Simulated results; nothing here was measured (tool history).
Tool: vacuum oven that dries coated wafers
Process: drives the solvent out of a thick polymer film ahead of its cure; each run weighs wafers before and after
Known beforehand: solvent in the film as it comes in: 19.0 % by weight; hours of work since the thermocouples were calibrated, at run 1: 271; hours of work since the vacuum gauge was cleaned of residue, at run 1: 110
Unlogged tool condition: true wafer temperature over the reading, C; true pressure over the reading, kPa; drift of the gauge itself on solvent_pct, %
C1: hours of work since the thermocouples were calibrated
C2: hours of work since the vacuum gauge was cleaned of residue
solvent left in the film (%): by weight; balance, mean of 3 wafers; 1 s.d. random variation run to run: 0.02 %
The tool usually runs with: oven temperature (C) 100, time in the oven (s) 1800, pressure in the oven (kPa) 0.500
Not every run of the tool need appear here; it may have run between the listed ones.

run 1 hour=0.0 | oven_temperature_(C)=100 time_in_the_oven_(s)=1800 pressure_in_the_oven_(kPa)=0.500 | C1=271 C2=110 | solvent_left_in_the_film_(%)=3.14
run 2 hour=36.8 | oven_temperature_(C)=100 time_in_the_oven_(s)=1800 pressure_in_the_oven_(kPa)=0.500 | C1=293 C2=132 | solvent_left_in_the_film_(%)=3.15
run 3 hour=69.1 | oven_temperature_(C)=100 time_in_the_oven_(s)=1800 pressure_in_the_oven_(kPa)=0.500 | C1=312 C2=151 | solvent_left_in_the_film_(%)=3.11
run 4 hour=95.9 | oven_temperature_(C)=100 time_in_the_oven_(s)=1800 pressure_in_the_oven_(kPa)=0.500 | C1=328 C2=167 | solvent_left_in_the_film_(%)=3.16
run 5 hour=131.1 | oven_temperature_(C)=100 time_in_the_oven_(s)=1680 pressure_in_the_oven_(kPa)=0.500 | C1=349 C2=187 | solvent_left_in_the_film_(%)=3.46
run 6 hour=161.1 | oven_temperature_(C)=100 time_in_the_oven_(s)=1680 pressure_in_the_oven_(kPa)=0.500 | C1=367 C2=205 | solvent_left_in_the_film_(%)=3.50
run 7 hour=194.1 | oven_temperature_(C)=100 time_in_the_oven_(s)=1680 pressure_in_the_oven_(kPa)=0.500 | C1=386 C2=225 | solvent_left_in_the_film_(%)=3.44
run 8 hour=218.7 | oven_temperature_(C)=100 time_in_the_oven_(s)=1680 pressure_in_the_oven_(kPa)=0.500 | C1=401 C2=239 | solvent_left_in_the_film_(%)=3.43
run 9 hour=244.8 | oven_temperature_(C)=100 time_in_the_oven_(s)=1680 pressure_in_the_oven_(kPa)=0.500 | C1=416 C2=255 | solvent_left_in_the_film_(%)=3.44
run 10 hour=286.2 | oven_temperature_(C)=100 time_in_the_oven_(s)=1680 pressure_in_the_oven_(kPa)=0.500 | C1=441 C2=279 | solvent_left_in_the_film_(%)=3.47
run 11 hour=329.9 | oven_temperature_(C)=100 time_in_the_oven_(s)=1680 pressure_in_the_oven_(kPa)=0.500 | C1=467 C2=305 | solvent_left_in_the_film_(%)=3.47
run 12 hour=364.4 | oven_temperature_(C)=100 time_in_the_oven_(s)=1800 pressure_in_the_oven_(kPa)=0.805 | C1=487 C2=326 | solvent_left_in_the_film_(%)=3.27
run 13 hour=386.4 | oven_temperature_(C)=100 time_in_the_oven_(s)=1800 pressure_in_the_oven_(kPa)=0.805 | C1=500 C2=339 | solvent_left_in_the_film_(%)=3.24
run 14 hour=422.1 | oven_temperature_(C)=100 time_in_the_oven_(s)=1800 pressure_in_the_oven_(kPa)=0.805 | C1=521 C2=360 | solvent_left_in_the_film_(%)=3.23
run 15 hour=467.3 | oven_temperature_(C)=113 time_in_the_oven_(s)=1800 pressure_in_the_oven_(kPa)=0.805 | C1=548 C2=387 | solvent_left_in_the_film_(%)=1.10
run 16 hour=505.8 | oven_temperature_(C)=86 time_in_the_oven_(s)=1800 pressure_in_the_oven_(kPa)=0.277 | C1=571 C2=410 | solvent_left_in_the_film_(%)=6.47
run 17 hour=539.6 | oven_temperature_(C)=86 time_in_the_oven_(s)=1800 pressure_in_the_oven_(kPa)=0.277 | C1=591 C2=430 | solvent_left_in_the_film_(%)=6.46
run 18 hour=585.9 | oven_temperature_(C)=102 time_in_the_oven_(s)=2160 pressure_in_the_oven_(kPa)=0.277 | C1=618 C2=457 | solvent_left_in_the_film_(%)=1.86
run 19 hour=619.3 | oven_temperature_(C)=106 time_in_the_oven_(s)=1020 pressure_in_the_oven_(kPa)=1.537 | C1=638 C2=477 | solvent_left_in_the_film_(%)=4.99
run 20 hour=645.6 | oven_temperature_(C)=89 time_in_the_oven_(s)=960 pressure_in_the_oven_(kPa)=0.493 | C1=654 C2=493 | solvent_left_in_the_film_(%)=9.16
run 21 hour=678.6 | oven_temperature_(C)=100 time_in_the_oven_(s)=1740 pressure_in_the_oven_(kPa)=1.352 | C1=673 C2=512 | solvent_left_in_the_film_(%)=3.58
run 22 hour=714.3 | oven_temperature_(C)=106 time_in_the_oven_(s)=1620 pressure_in_the_oven_(kPa)=0.500 | C1=695 C2=533 | solvent_left_in_the_film_(%)=2.43
run 23 hour=752.8 | oven_temperature_(C)=88 time_in_the_oven_(s)=1620 pressure_in_the_oven_(kPa)=1.470 | C1=717 C2=556 | solvent_left_in_the_film_(%)=7.01

4 ways to go on from here, each from the tool as it stands after run 23. What would each give?
-- hour=766.2 oven's thermocouples calibrated
run A hour=778.1 | oven_temperature_(C)=101 time_in_the_oven_(s)=1620 pressure_in_the_oven_(kPa)=0.444 | C1=7 C2=570 | solvent_left_in_the_film_(%)=?
-- hour=766.2 oven's thermocouples calibrated
run B hour=778.1 | oven_temperature_(C)=91 time_in_the_oven_(s)=1800 pressure_in_the_oven_(kPa)=1.918 | C1=7 C2=570 | solvent_left_in_the_film_(%)=?
-- hour=766.2 oven's thermocouples calibrated
run C hour=778.1 | oven_temperature_(C)=87 time_in_the_oven_(s)=1380 pressure_in_the_oven_(kPa)=0.618 | C1=7 C2=570 | solvent_left_in_the_film_(%)=?
-- hour=766.2 oven's thermocouples calibrated
run D hour=778.1 | oven_temperature_(C)=100 time_in_the_oven_(s)=1800 pressure_in_the_oven_(kPa)=0.896 | C1=7 C2=570 | solvent_left_in_the_film_(%)=?

run=A solvent_left_in_the_film_(%)=3.43
run=B solvent_left_in_the_film_(%)=5.92
run=C solvent_left_in_the_film_(%)=7.85
run=D solvent_left_in_the_film_(%)=3.28
Without the tool's unlogged condition, the same runs would have read:
run=A solvent_left_in_the_film_(%)=3.43
run=B solvent_left_in_the_film_(%)=5.91
run=C solvent_left_in_the_film_(%)=7.85
run=D solvent_left_in_the_film_(%)=3.28

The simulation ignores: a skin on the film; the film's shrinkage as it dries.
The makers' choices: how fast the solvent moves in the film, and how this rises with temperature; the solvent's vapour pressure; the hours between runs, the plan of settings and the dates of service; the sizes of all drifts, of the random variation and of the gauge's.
